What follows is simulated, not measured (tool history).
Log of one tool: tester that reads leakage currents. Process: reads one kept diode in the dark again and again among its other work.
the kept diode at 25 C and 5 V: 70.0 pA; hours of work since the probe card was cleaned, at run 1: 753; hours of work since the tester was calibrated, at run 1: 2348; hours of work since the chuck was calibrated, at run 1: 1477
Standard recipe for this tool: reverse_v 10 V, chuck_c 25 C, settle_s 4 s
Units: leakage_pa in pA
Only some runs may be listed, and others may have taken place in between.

run,hour,reverse_v,chuck_c,settle_s,hours of work since the probe card was cleaned,hours of work since the tester was calibrated,hours of work since the chuck was calibrated,leakage_pa
1,0,10,25,4,753,2348,1477,93.21
2,229.7,15.4,25,4,911,2506,1635,111.55
3,398.6,15.4,25,4,1027,2622,1751,111.35
4,622.6,15.4,25,4,1181,2776,1905,111.65
5,877.5,15.4,25,4,1356,2952,2080,111.33
6,1167,15.4,25,4,1556,3151,2280,111.52
# hour 1256.3: tester calibrated
# hour 1284.2: chuck's temperature calibrated
7,1405.1,15.4,25,4,1717,101,83,111.48
8,1587.1,15.4,25,4,1842,226,208,111.18
9,1796,15.4,25,4,1985,370,352,110.76
10,1966.1,15.4,25,4,2102,487,469,111.82
11,2107,10.3,25,4,2199,584,566,94.21
12,2272.7,10.3,25,4,2313,698,680,94.5
13,2422.7,10.3,25,4,2417,801,783,95.02
14,2584.8,10,25,5.8,2528,912,895,93.93
# hour 2698.4: probe card cleaned and baked
15,2838.1,10,25,4,96,1085,1067,93.94
16,2965.3,10,22,4.74,184,1172,1154,71.87
17,3154.3,10,22,4.74,314,1302,1284,71.12
18,3367.2,2.2,22,2.92,460,1449,1431,38.63
19,3504.4,2.3,22,4.23,554,1543,1525,39.41
20,3759.1,8.8,33,7.4,730,1718,1700,176.07
21,4006.3,2.1,41,0.41,900,1888,1870,190.14
22,4221.8,10,29,4,1048,2036,2019,133.09
23,4481.2,10,29,4,1226,2215,2197,132
# hour 4720.5: chuck's temperature calibrated
24,4769.4,1.4,29,9.15,1423,2412,34,59.59
25,4916.3,5.9,37,0.92,1524,2513,135,209.44
26,5048.5,6.5,25,4,1615,2604,226,78.35
27,5291.6,6.5,25,4,1782,2771,393,78.33
28,5549,6.5,25,4,1960,2948,570,77.95
29,5726.1,6.5,57,0.35,2081,3070,692,1004.91

What if the next run were any one of these 3? Each begins from the tool's condition after run 29:
A,5907.6,1.2,25,1.19,2206,3195,817,?
B,5907.6,6.5,21,1.03,2206,3195,817,?
C,5907.6,3.2,57,0.36,2206,3195,817,?

run,leakage_pa
A,39.76
B,55.92
C,755.99
What these runs would have given with no unlogged condition in the tool:
run,leakage_pa
A,39.75
B,55.85
C,755.84
